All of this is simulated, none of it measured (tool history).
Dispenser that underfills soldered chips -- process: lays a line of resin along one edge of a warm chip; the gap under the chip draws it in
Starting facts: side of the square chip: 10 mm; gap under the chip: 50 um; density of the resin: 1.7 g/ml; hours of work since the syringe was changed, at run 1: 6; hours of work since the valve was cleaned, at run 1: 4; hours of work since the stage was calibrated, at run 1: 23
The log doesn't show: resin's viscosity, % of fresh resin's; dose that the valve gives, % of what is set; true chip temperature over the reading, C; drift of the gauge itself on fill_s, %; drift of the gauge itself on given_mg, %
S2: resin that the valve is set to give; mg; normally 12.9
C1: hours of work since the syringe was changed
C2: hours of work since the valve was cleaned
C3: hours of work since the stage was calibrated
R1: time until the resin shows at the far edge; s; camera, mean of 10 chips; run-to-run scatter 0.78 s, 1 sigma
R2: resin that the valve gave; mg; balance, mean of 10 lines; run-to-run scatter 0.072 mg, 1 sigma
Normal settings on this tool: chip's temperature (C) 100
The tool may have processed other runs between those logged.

{"run": 1, "day": 0.0, "chip's temperature (C)": 100, "S2": 12.9, "C1": 6, "C2": 4, "C3": 23, "R1": 118.8, "R2": 12.77}
{"day": 0.042, "done": "new syringe of resin"}
{"run": 2, "day": 0.2, "chip's temperature (C)": 100, "S2": 12.9, "C1": 2, "C2": 7, "C3": 26, "R1": 87.8, "R2": 12.73}
{"run": 3, "day": 0.375, "chip's temperature (C)": 100, "S2": 12.9, "C1": 5, "C2": 10, "C3": 28, "R1": 108.4, "R2": 12.82}
{"day": 0.462, "done": "new syringe of resin"}
{"run": 4, "day": 0.633, "chip's temperature (C)": 100, "S2": 12.9, "C1": 2, "C2": 13, "C3": 32, "R1": 92.2, "R2": 12.74}
{"run": 5, "day": 0.854, "chip's temperature (C)": 100, "S2": 12.9, "C1": 6, "C2": 16, "C3": 35, "R1": 118.8, "R2": 12.7}
{"day": 0.892, "done": "new syringe of resin"}
{"run": 6, "day": 1.104, "chip's temperature (C)": 100, "S2": 12.9, "C1": 3, "C2": 20, "C3": 38, "R1": 95.9, "R2": 12.63}
{"run": 7, "day": 1.267, "chip's temperature (C)": 100, "S2": 13.2, "C1": 5, "C2": 22, "C3": 41, "R1": 119.6, "R2": 12.87}
{"day": 1.325, "done": "new syringe of resin"}
{"run": 8, "day": 1.529, "chip's temperature (C)": 100, "S2": 12.9, "C1": 3, "C2": 26, "C3": 44, "R1": 95.6, "R2": 12.61}
{"day": 1.754, "done": "new syringe of resin"}
{"run": 9, "day": 1.783, "chip's temperature (C)": 100, "S2": 12.9, "C1": 0, "C2": 29, "C3": 48, "R1": 76.9, "R2": 12.56}
{"run": 10, "day": 2.05, "chip's temperature (C)": 98, "S2": 12.9, "C1": 4, "C2": 33, "C3": 52, "R1": 118.3, "R2": 12.51}
{"day": 2.179, "done": "new syringe of resin"}
{"run": 11, "day": 2.212, "chip's temperature (C)": 98, "S2": 12.9, "C1": 0, "C2": 35, "C3": 54, "R1": 83.6, "R2": 12.57}
{"run": 12, "day": 2.388, "chip's temperature (C)": 115, "S2": 12.9, "C1": 3, "C2": 38, "C3": 57, "R1": 55.4, "R2": 12.47}
{"day": 2.625, "done": "new syringe of resin"}
{"run": 13, "day": 2.725, "chip's temperature (C)": 100, "S2": 16.3, "C1": 1, "C2": 43, "C3": 61, "R1": 82.7, "R2": 15.72}
{"run": 14, "day": 2.925, "chip's temperature (C)": 100, "S2": 12.9, "C1": 4, "C2": 46, "C3": 64, "R1": 108.0, "R2": 12.39}
{"day": 3.058, "done": "new syringe of resin"}
{"run": 15, "day": 3.212, "chip's temperature (C)": 103, "S2": 16.4, "C1": 2, "C2": 50, "C3": 68, "R1": 78.4, "R2": 15.7}
{"day": 3.321, "done": "dispensing valve cleaned and set on the balance"}
{"day": 3.525, "done": "new syringe of resin"}
{"run": 16, "day": 3.525, "chip's temperature (C)": 108, "S2": 11.9, "C1": 0, "C2": 3, "C3": 72, "R1": 54.4, "R2": 11.92}
{"run": 17, "day": 3.808, "chip's temperature (C)": 108, "S2": 11.9, "C1": 4, "C2": 7, "C3": 76, "R1": 78.0, "R2": 11.89}
{"day": 3.95, "done": "new syringe of resin"}
{"run": 18, "day": 4.071, "chip's temperature (C)": 108, "S2": 11.9, "C1": 2, "C2": 11, "C3": 80, "R1": 64.9, "R2": 11.89}
{"day": 4.371, "done": "new syringe of resin"}
{"run": 19, "day": 4.425, "chip's temperature (C)": 91, "S2": 12.4, "C1": 1, "C2": 16, "C3": 85, "R1": 111.2, "R2": 12.26}
{"run": 20, "day": 4.762, "chip's temperature (C)": 86, "S2": 13.4, "C1": 6, "C2": 20, "C3": 90, "R1": 208.2, "R2": 13.13}
{"day": 4.796, "done": "new syringe of resin"}
{"run": 21, "day": 5.104, "chip's temperature (C)": 88, "S2": 13.3, "C1": 5, "C2": 25, "C3": 94, "R1": 177.6, "R2": 13.04}
{"day": 5.242, "done": "new syringe of resin"}
{"run": 22, "day": 5.346, "chip's temperature (C)": 88, "S2": 13.3, "C1": 2, "C2": 29, "C3": 98, "R1": 136.0, "R2": 12.96}
{"run": 23, "day": 5.504, "chip's temperature (C)": 107, "S2": 12.1, "C1": 4, "C2": 31, "C3": 100, "R1": 80.3, "R2": 11.8}
{"day": 5.667, "done": "new syringe of resin"}
{"run": 24, "day": 5.788, "chip's temperature (C)": 90, "S2": 13.4, "C1": 2, "C2": 35, "C3": 104, "R1": 125.6, "R2": 13.17}
{"run": 25, "day": 6.017, "chip's temperature (C)": 90, "S2": 13.4, "C1": 5, "C2": 38, "C3": 107, "R1": 168.8, "R2": 12.95}
{"day": 6.104, "done": "new syringe of resin"}
{"run": 26, "day": 6.246, "chip's temperature (C)": 103, "S2": 15.4, "C1": 2, "C2": 41, "C3": 110, "R1": 77.7, "R2": 14.85}
{"day": 6.529, "done": "new syringe of resin"}
{"run": 27, "day": 6.529, "chip's temperature (C)": 103, "S2": 15.4, "C1": 0, "C2": 45, "C3": 114, "R1": 64.2, "R2": 14.97}
{"run": 28, "day": 6.671, "chip's temperature (C)": 103, "S2": 15.4, "C1": 2, "C2": 47, "C3": 117, "R1": 75.3, "R2": 14.91}

Here are 4 independent what-if runs from the current tool condition. What would each one return?
{"day": 6.933, "done": "dispensing valve cleaned and set on the balance"}
{"day": 7.0, "done": "new syringe of resin"}
{"run": "A", "day": 7.058, "chip's temperature (C)": 112, "S2": 15.5, "C1": 1, "C2": 2, "C3": 121, "R1": "?", "R2": "?"}
{"day": 6.933, "done": "dispensing valve cleaned and set on the balance"}
{"day": 7.0, "done": "new syringe of resin"}
{"run": "B", "day": 7.058, "chip's temperature (C)": 91, "S2": 15.2, "C1": 1, "C2": 2, "C3": 121, "R1": "?", "R2": "?"}
{"day": 6.933, "done": "dispensing valve cleaned and set on the balance"}
{"day": 7.0, "done": "new syringe of resin"}
{"run": "C", "day": 7.058, "chip's temperature (C)": 100, "S2": 14.3, "C1": 1, "C2": 2, "C3": 121, "R1": "?", "R2": "?"}
{"day": 6.933, "done": "dispensing valve cleaned and set on the balance"}
{"day": 7.0, "done": "new syringe of resin"}
{"run": "D", "day": 7.058, "chip's temperature (C)": 88, "S2": 11.9, "C1": 1, "C2": 2, "C3": 121, "R1": "?", "R2": "?"}

run=A R1=48.6 R2=15.33
run=B R1=111.6 R2=15.22
run=C R1=76.5 R2=14.25
run=D R1=126.0 R2=11.93
Without the tool's unlogged condition, the same runs would have read:
run=A R1=45.3 R2=15.36
run=B R1=103.9 R2=15.25
run=C R1=71.3 R2=14.28
run=D R1=117.3 R2=11.95

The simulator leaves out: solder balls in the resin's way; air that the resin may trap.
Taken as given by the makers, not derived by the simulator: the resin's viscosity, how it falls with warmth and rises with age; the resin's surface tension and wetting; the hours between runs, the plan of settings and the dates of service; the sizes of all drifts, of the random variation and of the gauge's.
